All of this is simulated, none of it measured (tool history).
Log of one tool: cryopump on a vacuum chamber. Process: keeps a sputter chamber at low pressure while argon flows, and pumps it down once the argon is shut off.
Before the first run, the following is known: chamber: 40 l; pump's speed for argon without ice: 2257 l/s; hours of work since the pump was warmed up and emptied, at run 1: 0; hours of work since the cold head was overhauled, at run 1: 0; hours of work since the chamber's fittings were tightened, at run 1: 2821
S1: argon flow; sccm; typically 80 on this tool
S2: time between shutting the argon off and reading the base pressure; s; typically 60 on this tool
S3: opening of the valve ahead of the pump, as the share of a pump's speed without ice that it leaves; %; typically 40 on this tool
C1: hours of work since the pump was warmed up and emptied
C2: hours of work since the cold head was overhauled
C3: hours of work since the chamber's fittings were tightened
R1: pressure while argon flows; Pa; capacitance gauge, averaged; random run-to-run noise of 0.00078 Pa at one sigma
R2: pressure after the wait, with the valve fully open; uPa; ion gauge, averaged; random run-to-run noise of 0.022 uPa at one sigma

run	hour	S1	S2	S3	C1	C2	C3	R1	R2
1	0	80	60	40	0	0	2821	0.1505	1.27
2	19.3	80	60	40	11	11	2832	0.1504	1.34
3	29.3	80	60	40	17	17	2837	0.1517	1.31
4	38.8	80	60	40	22	22	2842	0.1504	1.26
5	51.9	80	60	40	29	29	2850	0.1504	1.3
6	68.3	80	60	40	39	39	2859	0.1507	1.33
7	85.6	80	60	40	48	48	2869	0.1515	1.34
8	100.9	80	60	40	57	57	2877	0.1507	1.37
9	114.3	80	60	40	64	64	2885	0.1499	1.33
10	126.3	80	60	40	71	71	2891	0.1515	1.37
11	144.7	80	155	40	81	81	2902	0.1497	1.05
12	163.1	80	155	40	92	92	2912	0.1501	1.07
13	183.8	80	60	44	103	103	2924	0.1372	1.36
14	201.5	80	60	40	113	113	2934	0.1509	1.33
15	220.2	80	60	40	124	124	2944	0.1509	1.41
16	242	80	49	40	136	136	2956	0.1507	1.45
17	256	80	49	40	144	144	2964	0.1511	1.45
18	272.1	80	49	33	153	153	2973	0.1826	1.51
19	288.5	64	178	44	162	162	2982	0.1108	1.12
20	298.9	64	178	44	168	168	2988	0.11	1.03
21	317.8	64	178	44	178	178	2999	0.1104	1.04
22	337.3	65	77	16	189	189	3010	0.307	1.32
23	351.4	65	77	16	197	197	3018	0.309	1.31
24	372.3	80	281	40	209	209	3029	0.1524	1.05
25	393.1	45	88	40	221	221	3041	0.0864	1.22
26	413.2	51	60	29	232	232	3052	0.1324	1.39
27	434.6	51	60	29	244	244	3064	0.1326	1.39
28	448.6	51	60	17	252	252	3072	0.2254	1.46
29	461	51	60	17	259	259	3079	0.2256	1.42
30	479	96	60	40	269	269	3089	0.1832	1.43
31	498.3	96	60	40	280	280	3100	0.1826	1.39
32	507.2	50	55	24	285	285	3105	0.1591	1.49
33	520.4	50	55	24	292	292	3112	0.1578	1.47
34	535.1	50	55	24	300	300	3121	0.1587	1.47
35	550.5	80	28	28	309	309	3129	0.2172	1.88

Here are 3 independent what-if runs from the current tool condition. What would each one return?
A	563.6	145	88	19	316	316	3137	?	?
B	563.6	35	60	54	316	316	3137	?	?
C	563.6	102	26	56	316	316	3137	?	?

run	R1	R2
A	0.5764	1.32
B	0.0495	1.36
C	0.1396	2.05
Take away the tool's hidden state, keep each run's random variation, and the runs would have read:
run	R1	R2
A	0.5708	0.46
B	0.0481	0.53
C	0.1357	1.18

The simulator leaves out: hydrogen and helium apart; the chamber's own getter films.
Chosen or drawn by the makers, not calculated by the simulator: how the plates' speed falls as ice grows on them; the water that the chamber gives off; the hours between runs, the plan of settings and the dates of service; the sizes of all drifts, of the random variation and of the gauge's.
